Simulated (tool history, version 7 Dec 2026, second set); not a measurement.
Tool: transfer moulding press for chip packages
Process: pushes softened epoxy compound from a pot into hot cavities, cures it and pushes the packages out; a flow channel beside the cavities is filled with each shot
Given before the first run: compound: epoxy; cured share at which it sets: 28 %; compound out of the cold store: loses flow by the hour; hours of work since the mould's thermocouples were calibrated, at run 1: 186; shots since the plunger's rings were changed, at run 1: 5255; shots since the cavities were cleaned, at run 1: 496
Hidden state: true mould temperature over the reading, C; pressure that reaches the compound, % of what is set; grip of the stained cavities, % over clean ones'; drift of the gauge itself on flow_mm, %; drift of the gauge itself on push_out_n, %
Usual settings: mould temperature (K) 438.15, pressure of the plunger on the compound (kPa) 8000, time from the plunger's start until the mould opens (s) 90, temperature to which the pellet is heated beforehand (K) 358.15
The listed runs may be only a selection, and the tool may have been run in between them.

run   hour  mould temperature (K)  pressure of the plunger on the compound (kPa)  time from the plunger's start until the mould opens (s)  temperature to which the pellet is heated beforehand (K)  hours of work since the mould's thermocouples were calibrated  shots since the plunger's rings were changed  shots since the cavities were cleaned  incoming compound's hours out of the cold store  length that the compound runs in the flow channel (mm)  greatest force on the pins that push the packages out (N)
  1      0                 438.15                                           8000                                                       90                                                    358.15                                                            186                                          5255                                    496                                             23.1                                                     720                                                        280
  2   13.3                 438.15                                           8000                                                       90                                                    358.15                                                            193                                          5416                                    657                                             10.6                                                     759                                                        273
      22.8  -- plunger's sealing rings changed
  3   38.3                 438.15                                           8000                                                       90                                                    358.15                                                            206                                           186                                    928                                             23.6                                                     711                                                        275
      42.4  -- cavities cleaned with cleaning compound and waxed
  4   60.6                 438.15                                           8000                                                       90                                                    358.15                                                            217                                           437                                    219                                             30.7                                                     686                                                        264
  5   80.9                 438.15                                           8000                                                       90                                                    358.15                                                            229                                           682                                    464                                               32                                                     682                                                        259
  6  105.5                 438.15                                           8000                                                       90                                                    358.15                                                            242                                           979                                    761                                             24.4                                                     710                                                        265
  7  116.9                 438.15                                           8940                                                       90                                                    358.15                                                            249                                          1116                                    898                                             18.3                                                     779                                                        280
     124.7  -- cavities cleaned with cleaning compound and waxed
  8  131.8                 438.15                                           8940                                                       90                                                    358.15                                                            256                                          1279                                     87                                               33                                                     721                                                        261
  9  145.5                 434.15                                           8000                                                       90                                                    358.15                                                            264                                          1443                                    251                                             19.9                                                     738                                                        342
 10    166                 434.15                                           8000                                                       90                                                    358.15                                                            275                                          1691                                    499                                             45.4                                                     648                                                        308
 11  183.7                 434.15                                           8000                                                       90                                                    358.15                                                            285                                          1905                                    713                                             41.3                                                     665                                                        337
 12  203.4                 438.15                                           8000                                                       90                                                    358.15                                                            296                                          2143                                    951                                             46.7                                                     637                                                        262
     206.7  -- cavities cleaned with cleaning compound and waxed
 13  217.2                 438.15                                           8000                                                       90                                                    358.15                                                            303                                          2291                                    126                                               17                                                     738                                                        263
 14  239.3                 438.15                                           8000                                                       90                                                    358.15                                                            316                                          2558                                    393                                             39.1                                                     657                                                        268
 15  260.1                 438.15                                           8000                                                       90                                                    358.15                                                            327                                          2808                                    643                                             20.3                                                     725                                                        274
 16  274.1                 437.15                                           7680                                                       98                                                    350.15                                                            335                                          2978                                    813                                             18.7                                                     721                                                        275
     288.8  -- cavities cleaned with cleaning compound and waxed
 17  299.7                 437.15                                           7680                                                       98                                                    350.15                                                            348                                          3269                                    132                                             13.1                                                     739                                                        257
 18    322                 437.15                                           7680                                                       98                                                    350.15                                                            361                                          3537                                    400                                             32.7                                                     671                                                        249
 19  342.9                 438.15                                           8000                                                       90                                                    358.15                                                            373                                          3789                                    652                                             20.2                                                     724                                                        275
 20  356.6                 431.15                                           7860                                                       90                                                    368.15                                                            380                                          3955                                    818                                             47.9                                                     647                                                        385
     370.4  -- cavities cleaned with cleaning compound and waxed
 21  375.5                 443.15                                           8880                                                       90                                                    358.15                                                            390                                          4166                                     62                                             28.8                                                     719                                                        240
 22  392.6                 438.15                                           6610                                                       90                                                    362.15                                                            400                                          4371                                    267                                              9.9                                                     695                                                        283
 23  412.2                 438.15                                           9990                                                      120                                                    351.15                                                            411                                          4608                                    504                                             40.8                                                     730                                                        239
 24  428.3                 438.15                                           7920                                                      116                                                    364.15                                                            419                                          4802                                    698                                               21                                                     715                                                        234
     452.5  -- cavities cleaned with cleaning compound and waxed
 25  454.3                 433.15                                           7690                                                       70                                                    360.15                                                            433                                          5098                                     22                                             34.4                                                     670                                                        561
 26  476.4                 445.15                                           7490                                                       70                                                    360.15                                                            446                                          5364                                    288                                               18                                                     696                                                        281
       490  -- plunger's sealing rings changed
 27  493.5                 442.15                                           6280                                                      102                                                    358.15                                                            454                                            43                                    465                                             38.5                                                     580                                                        228

How the hidden state differs across the entries between the runs, from the last listed run before each to the first after it:
Logged between run 2 and run 3: plunger's sealing rings changed (hour 22.8)
  true mould temperature over the reading, C: 0 -> 0.01; pressure that reaches the compound, % of what is set: 99.75 -> 99.99; grip of the stained cavities, % over clean ones': 1.3 -> 1.6
Logged between run 3 and run 4: cavities cleaned with cleaning compound and waxed (hour 42.4)
  pressure that reaches the compound, % of what is set: 99.99 -> 99.98; grip of the stained cavities, % over clean ones': 1.6 -> 0.6
Logged between run 7 and run 8: cavities cleaned with cleaning compound and waxed (hour 124.7)
  pressure that reaches the compound, % of what is set: 99.94 -> 99.93; grip of the stained cavities, % over clean ones': 1.6 -> 0.2
Logged between run 12 and run 13: cavities cleaned with cleaning compound and waxed (hour 206.7)
  pressure that reaches the compound, % of what is set: 99.9 -> 99.89; grip of the stained cavities, % over clean ones': 1.7 -> 0.4
Logged between run 16 and run 17: cavities cleaned with cleaning compound and waxed (hour 288.8)
  pressure that reaches the compound, % of what is set: 99.85 -> 99.84; grip of the stained cavities, % over clean ones': 1.5 -> 0.4
Logged between run 20 and run 21: cavities cleaned with cleaning compound and waxed (hour 370.4)
  pressure that reaches the compound, % of what is set: 99.81 -> 99.8; grip of the stained cavities, % over clean ones': 1.6 -> 0.3
Logged between run 24 and run 25: cavities cleaned with cleaning compound and waxed (hour 452.5)
  pressure that reaches the compound, % of what is set: 99.77 -> 99.75; grip of the stained cavities, % over clean ones': 1.4 -> 0.1
Logged between run 26 and run 27: plunger's sealing rings changed (hour 490)
  pressure that reaches the compound, % of what is set: 99.74 -> 99.99; grip of the stained cavities, % over clean ones': 0.8 -> 1.1

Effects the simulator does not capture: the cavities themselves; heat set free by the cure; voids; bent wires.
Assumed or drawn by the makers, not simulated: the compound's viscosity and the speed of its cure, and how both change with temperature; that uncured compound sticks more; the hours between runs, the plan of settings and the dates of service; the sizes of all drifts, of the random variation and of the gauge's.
